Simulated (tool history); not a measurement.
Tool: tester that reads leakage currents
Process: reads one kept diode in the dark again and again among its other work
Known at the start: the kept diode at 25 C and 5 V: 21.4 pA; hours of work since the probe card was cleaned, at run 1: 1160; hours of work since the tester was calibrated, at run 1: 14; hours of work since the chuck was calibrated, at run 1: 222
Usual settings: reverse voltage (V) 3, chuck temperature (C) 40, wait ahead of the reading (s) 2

| run | hour | reverse voltage (V) | chuck temperature (C) | wait ahead of the reading (s) | hours of work since the probe card was cleaned | hours of work since the tester was calibrated | hours of work since the chuck was calibrated | current that the tester gives (pA) |
|---|---|---|---|---|---|---|---|---|
| 1 | 0 | 3 | 40 | 2 | 1160 | 14 | 222 | 73.49 |
| 2 | 13.9 | 3 | 40 | 2 | 1165 | 19 | 228 | 73.67 |
| 3 | 28.6 | 3 | 40 | 2 | 1171 | 26 | 234 | 73.21 |
| 4 | 56.2 | 14.67 | 40 | 2 | 1183 | 37 | 245 | 175.58 |
| 5 | 84.6 | 14.67 | 40 | 2 | 1195 | 49 | 257 | 175.89 |
| 6 | 100.1 | 14.67 | 34 | 2 | 1201 | 55 | 263 | 113.29 |
| 7 | 122.1 | 14.67 | 34 | 2 | 1210 | 64 | 273 | 113.67 |
| 8 | 147.9 | 3 | 40 | 2 | 1221 | 75 | 283 | 73.96 |
| 9 | 177.1 | 3 | 40 | 2 | 1233 | 87 | 295 | 74.58 |
| 10 | 190 | 3 | 40 | 2 | 1238 | 92 | 301 | 74.61 |
| 11 | 218.7 | 3 | 40 | 2 | 1250 | 104 | 312 | 74.7 |
| 12 | 249.7 | 3 | 29 | 2 | 1263 | 117 | 325 | 30.82 |
| 13 | 266.9 | 3 | 29 | 2 | 1270 | 124 | 332 | 30.95 |
| 14 | 281.7 | 2.18 | 40 | 2 | 1276 | 130 | 339 | 63.5 |
| 15 | 295.9 | 2.18 | 40 | 2 | 1282 | 136 | 344 | 63.93 |
| 16 | 311.8 | 2.18 | 40 | 2 | 1288 | 143 | 351 | 63.96 |
| 17 | 335.6 | 3.55 | 40 | 0.31 | 1298 | 152 | 361 | 85.9 |
| 18 | 352.1 | 2.43 | 28 | 0.51 | 1305 | 159 | 368 | 26.65 |
| 19 | 369.2 | 2.43 | 28 | 0.51 | 1312 | 166 | 375 | 26.72 |
| 20 | 394.4 | 2.43 | 28 | 0.51 | 1323 | 177 | 385 | 26.59 |
| 21 | 410.8 | 16.45 | 24 | 6.8 | 1329 | 184 | 392 | 64.9 |
| 22 | 428.8 | 1.28 | 40 | 0.42 | 1337 | 191 | 399 | 49.43 |
| 23 | 457.3 | 1.28 | 40 | 0.42 | 1349 | 203 | 411 | 49.33 |

Forecast run 24:
| 24 | 472.2 | 1.72 | 33 | 1.02 | 1355 | 209 | 417 | ? |

Run 24 gave current that the tester gives (pA) 32.07.
Without the tool's hidden state the same run would have given current that the tester gives (pA) 27.31.
